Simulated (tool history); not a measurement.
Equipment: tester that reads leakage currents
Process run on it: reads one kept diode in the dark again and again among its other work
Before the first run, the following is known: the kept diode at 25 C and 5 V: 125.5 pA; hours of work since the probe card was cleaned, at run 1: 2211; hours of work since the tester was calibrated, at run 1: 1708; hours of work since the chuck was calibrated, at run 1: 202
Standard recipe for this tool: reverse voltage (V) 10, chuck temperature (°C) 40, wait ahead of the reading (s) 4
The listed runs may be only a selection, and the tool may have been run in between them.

run     day  reverse voltage (V)  chuck temperature (°C)  wait ahead of the reading (s)  hours of work since the probe card was cleaned  hours of work since the tester was calibrated  hours of work since the chuck was calibrated  current that the tester gives (pA)
  1       0                   10                      40                              4                                            2211                                           1708                                           202                              564.05
  2   2.221                   10                      40                           1.55                                            2239                                           1737                                           230                              568.21
  3   4.717                   10                      40                           0.54                                            2271                                           1769                                           262                              573.69
  4   9.083                   10                      40                           0.54                                            2327                                           1824                                           318                              578.07
  5  11.608                   10                      40                              4                                            2359                                           1857                                           350                              569.88
     13.533  -- probe card cleaned and baked
  6  16.046                   10                      40                           0.51                                              32                                           1912                                           405                              577.73
  7   19.25                   10                      40                           0.51                                              73                                           1953                                           446                              582.81
  8  22.279                   10                      40                           0.51                                             112                                           1991                                           484                              584.68
  9  25.088                   10                      40                           0.51                                             147                                           2027                                           520                              587.64
 10  29.079                  4.2                      22                           0.41                                             198                                           2078                                           571                              102.25
 11  33.692                  4.2                      22                           0.41                                             257                                           2137                                           630                              103.11
 12  36.625                  4.2                      22                           0.41                                             295                                           2174                                           667                              102.91
 13  38.796                  4.2                      22                           0.41                                             322                                           2202                                           695                              103.93
     39.304  -- tester calibrated
     40.029  -- chuck's temperature calibrated
 14  41.558                  4.2                      22                           0.41                                             355                                             28                                            19                               97.43
 15  44.058                    7                      32                           7.89                                             387                                             60                                            51                              261.51
 16    47.6                    7                      21                           2.98                                             433                                            105                                            97                              103.18
 17  52.192                    7                      23                           2.98                                             491                                            163                                           155                              124.14
 18  55.696                 18.9                      23                           2.98                                             536                                            208                                           200                              174.46

Below, some changes in current that the tester gives (pA) between adjacent runs. For each, the amount present without the hidden state too (settings, incoming material, random variation) and the amount remaining for the hidden state with gauge scatter not shared by both compared results:
What the log doesn't record here: stray current of the dirty probe card, pA a volt; current scale over the true one, %; true chuck temperature over the reading, C; drift of the gauge itself on leakage_pa, %.
Run 9 -> 10: reverse voltage (V) 10 -> 4.2, chuck temperature (°C) 40 -> 22, wait ahead of the reading (s) 0.51 -> 0.41. current that the tester gives (pA) -485.39: hidden state -28.13, all else -457.26.
